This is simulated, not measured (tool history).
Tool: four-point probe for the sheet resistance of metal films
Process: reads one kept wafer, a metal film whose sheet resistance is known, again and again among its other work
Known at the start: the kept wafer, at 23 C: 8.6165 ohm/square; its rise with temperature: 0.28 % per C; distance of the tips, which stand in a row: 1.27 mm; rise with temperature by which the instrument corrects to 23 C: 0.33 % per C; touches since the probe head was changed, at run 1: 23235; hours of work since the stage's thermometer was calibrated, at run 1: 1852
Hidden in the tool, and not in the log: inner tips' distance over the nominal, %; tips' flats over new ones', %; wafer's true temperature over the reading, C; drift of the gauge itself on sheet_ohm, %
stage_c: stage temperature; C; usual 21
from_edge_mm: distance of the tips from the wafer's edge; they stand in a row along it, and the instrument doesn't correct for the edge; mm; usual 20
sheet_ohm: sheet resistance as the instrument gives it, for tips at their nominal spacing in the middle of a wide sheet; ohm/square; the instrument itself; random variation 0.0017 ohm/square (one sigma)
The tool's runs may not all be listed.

| run | hour | stage_c | from_edge_mm | touches since the probe head was changed | hours of work since the stage's thermometer was calibrated | sheet_ohm |
|---|---|---|---|---|---|---|
| 1 | 0 | 21 | 20 | 23235 | 1852 | 8.625889 |
| 2 | 90 | 21 | 20 | 26284 | 1897 | 8.625692 |
| 3 | 189.2 | 27 | 20 | 29645 | 1946 | 8.600035 |
| 4 | 258.3 | 27 | 20 | 31985 | 1981 | 8.600232 |
| 5 | 346 | 27 | 27 | 34956 | 2024 | 8.587663 |
| 6 | 413.4 | 27 | 27 | 37241 | 2058 | 8.589253 |
| 7 | 485 | 27 | 27 | 39667 | 2093 | 8.583822 |
| 8 | 606.5 | 21 | 21 | 43783 | 2154 | 8.610838 |
| 9 | 661 | 21 | 21 | 45627 | 2181 | 8.611213 |
| 10 | 763.1 | 21 | 21 | 49088 | 2232 | 8.606918 |
| 11 | 851.5 | 25 | 20 | 52082 | 2276 | 8.595209 |
| 12 | 950.1 | 25 | 20 | 55424 | 2325 | 8.59087 |
| 13 | 1042.3 | 25 | 20 | 58546 | 2371 | 8.593541 |
| 14 | 1149.6 | 22 | 20 | 62183 | 2425 | 8.601655 |
| 15 | 1249.3 | 22 | 20 | 65560 | 2474 | 8.597805 |
| 16 | 1350 | 21 | 8 | 68973 | 2524 | 8.696564 |
| 17 | 1434.2 | 21 | 8 | 71822 | 2566 | 8.694066 |
| 18 | 1547.5 | 21 | 7 | 75663 | 2623 | 8.726154 |
| 19 | 1611.4 | 21 | 7 | 77826 | 2655 | 8.725617 |
| 20 | 1731.4 | 21 | 20 | 81893 | 2714 | 8.591513 |
| 21 | 1818 | 21 | 50 | 84825 | 2757 | 8.573601 |
| 22 | 1935 | 21 | 50 | 88790 | 2816 | 8.571239 |
| 23 | 2011 | 21 | 50 | 91366 | 2854 | 8.570454 |
| 24 | 2079.5 | 21 | 50 | 93685 | 2888 | 8.566593 |
| 25 | 2132.6 | 20 | 60 | 95486 | 2914 | 8.568873 |
|  | 2195.9 | stage's thermometer calibrated |
|  | 2242.9 | new probe head fitted |
| 26 | 2254.2 | 20 | 60 | 385 | 29 | 8.64554 |
| 27 | 2371.4 | 20 | 60 | 4356 | 87 | 8.64311 |
| 28 | 2474.8 | 31 | 10 | 7858 | 138 | 8.673161 |
| 29 | 2568.8 | 31 | 10 | 11044 | 185 | 8.669098 |
| 30 | 2643.2 | 25 | 70 | 13562 | 222 | 8.621409 |
|  | 2705.4 | stage's thermometer calibrated, once more |
| 31 | 2758.1 | 27 | 5 | 17440 | 26 | 8.880859 |
| 32 | 2826 | 21 | 19 | 19741 | 60 | 8.633545 |
| 33 | 2922 | 21 | 19 | 22991 | 108 | 8.627136 |
| 34 | 3025.5 | 21 | 19 | 26498 | 159 | 8.626425 |
| 35 | 3136.7 | 19 | 6 | 30267 | 215 | 8.815031 |
| 36 | 3196.5 | 30 | 9 | 32291 | 245 | 8.664952 |
| 37 | 3254.2 | 34 | 20 | 34245 | 273 | 8.577187 |
| 38 | 3373.1 | 34 | 20 | 38275 | 333 | 8.572758 |
| 39 | 3482.1 | 34 | 20 | 41968 | 387 | 8.570934 |
| 40 | 3546.6 | 21 | 5 | 44152 | 419 | 8.887932 |
| 41 | 3663.2 | 21 | 37 | 48102 | 477 | 8.598536 |
| 42 | 3776 | 26 | 4 | 51924 | 533 | 9.015388 |
| 43 | 3871.5 | 26 | 26 | 55158 | 581 | 8.584445 |
| 44 | 3973.8 | 24 | 11 | 58625 | 632 | 8.639592 |
| 45 | 4032.3 | 24 | 11 | 60607 | 661 | 8.636716 |

Hidden state at the last listed run before each entry between runs and at the first one after, where it differs:
Between runs 25 and 26: stage's thermometer calibrated (hour 2195.9); new probe head fitted (hour 2242.9)
  inner tips' distance over the nominal, %: -0.758 -> 0.022; tips' flats over new ones', %: 119 -> 1; wafer's true temperature over the reading, C: 0.47 -> 0.57
  measured less the result without the state, sheet_ohm: -0.059237 -> +0.016111 ohm/square
Between runs 30 and 31: stage's thermometer calibrated, once more (hour 2705.4)
  inner tips' distance over the nominal, %: -0.074 -> -0.104; tips' flats over new ones', %: 16 -> 21; wafer's true temperature over the reading, C: 0.6 -> -0.04
  measured less the result without the state, sheet_ohm: +0.007658 -> -0.010984 ohm/square
